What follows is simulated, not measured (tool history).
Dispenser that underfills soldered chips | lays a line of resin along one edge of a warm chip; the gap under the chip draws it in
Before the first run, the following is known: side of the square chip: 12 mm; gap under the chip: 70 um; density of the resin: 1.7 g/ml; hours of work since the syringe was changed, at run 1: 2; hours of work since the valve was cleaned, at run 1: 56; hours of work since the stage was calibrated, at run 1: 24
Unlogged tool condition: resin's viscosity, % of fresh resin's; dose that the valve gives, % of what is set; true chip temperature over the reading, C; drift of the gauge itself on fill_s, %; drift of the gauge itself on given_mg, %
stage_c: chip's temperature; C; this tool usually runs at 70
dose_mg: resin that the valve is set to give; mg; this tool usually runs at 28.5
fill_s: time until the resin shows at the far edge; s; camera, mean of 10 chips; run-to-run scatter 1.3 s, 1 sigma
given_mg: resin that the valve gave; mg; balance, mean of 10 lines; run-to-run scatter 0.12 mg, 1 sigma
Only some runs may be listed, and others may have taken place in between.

run   hour  stage_c  dose_mg  hours of work since the syringe was changed  hours of work since the valve was cleaned  hours of work since the stage was calibrated  fill_s  given_mg
  1      0       70     28.5                                            2                                         56                                            24   152.3     27.16
  2    8.1       70     28.5                                            8                                         62                                            30   257.3     27.15
       9.3  -- new syringe of resin
      20.9  -- new syringe of resin
  3   21.7       70     28.5                                            1                                         72                                            40   133.5     27.02
      32.4  -- new syringe of resin
  4   32.4       70     30.6                                            0                                         80                                            48     128      28.7
      43.3  -- dispensing valve cleaned and set on the balance
      44.9  -- new syringe of resin
  5   49.4       70     30.6                                            3                                          4                                            59   167.7     30.62
        57  -- new syringe of resin
  6   62.9       58     28.5                                            4                                         14                                            69   323.6     28.23
      69.3  -- new syringe of resin
  7   76.9       70     28.5                                            6                                         24                                            79     211     27.92
        81  -- new syringe of resin
  8   89.2       70     28.5                                            6                                         33                                            88   224.8     27.64
      93.3  -- new syringe of resin
  9  102.1       61     28.5                                            7                                         43                                            98   344.3     27.37
     104.5  -- new syringe of resin
 10  111.9       69     24.5                                            6                                         50                                           105   227.6     23.63
     115.8  -- new syringe of resin
 11  121.5       69     24.5                                            4                                         57                                           112   205.7     23.28
     127.3  -- new syringe of resin
 12  135.6       69     24.5                                            6                                         67                                           122   240.4     22.92
     139.4  -- new syringe of resin
     150.9  -- new syringe of resin
 13  150.9       82     28.6                                            0                                         78                                           133    78.9     26.77
 14  159.7       84     26.2                                            7                                         85                                           140   130.4     24.25
     162.2  -- new syringe of resin
     164.2  -- dispensing valve cleaned and set on the balance
 15  170.5       63     28.5                                            5                                          5                                           147   287.7     28.55
       175  -- new syringe of resin
 16  179.9       59     36.9                                            4                                         12                                           154   296.5     36.51

Branching from run 16: 5 alternative next runs. What would each branch give?
     186.3  -- new syringe of resin
  A   191       61     25.2                                            3                                         20                                           162       ?         ?
     186.3  -- new syringe of resin
  B   191       59     34.3                                            3                                         20                                           162       ?         ?
     186.3  -- new syringe of resin
  C   191       65     25.7                                            3                                         20                                           162       ?         ?
     186.3  -- new syringe of resin
  D   191       77     26.4                                            3                                         20                                           162       ?         ?
     186.3  -- new syringe of resin
  E   191       64     25.6                                            3                                         20                                           162       ?         ?

run  fill_s  given_mg
  A   272.8     24.88
  B   291.1     33.55
  C   225.3     25.19
  D   132.5     26.16
  E   235.2     25.43
The same runs, with their run-to-run variation unchanged, on a tool lacking any hidden condition would have given:
run  fill_s  given_mg
  A   193.5     25.33
  B   207.1     34.15
  C   160.1     25.65
  D    94.4     26.63
  E   166.9     25.89
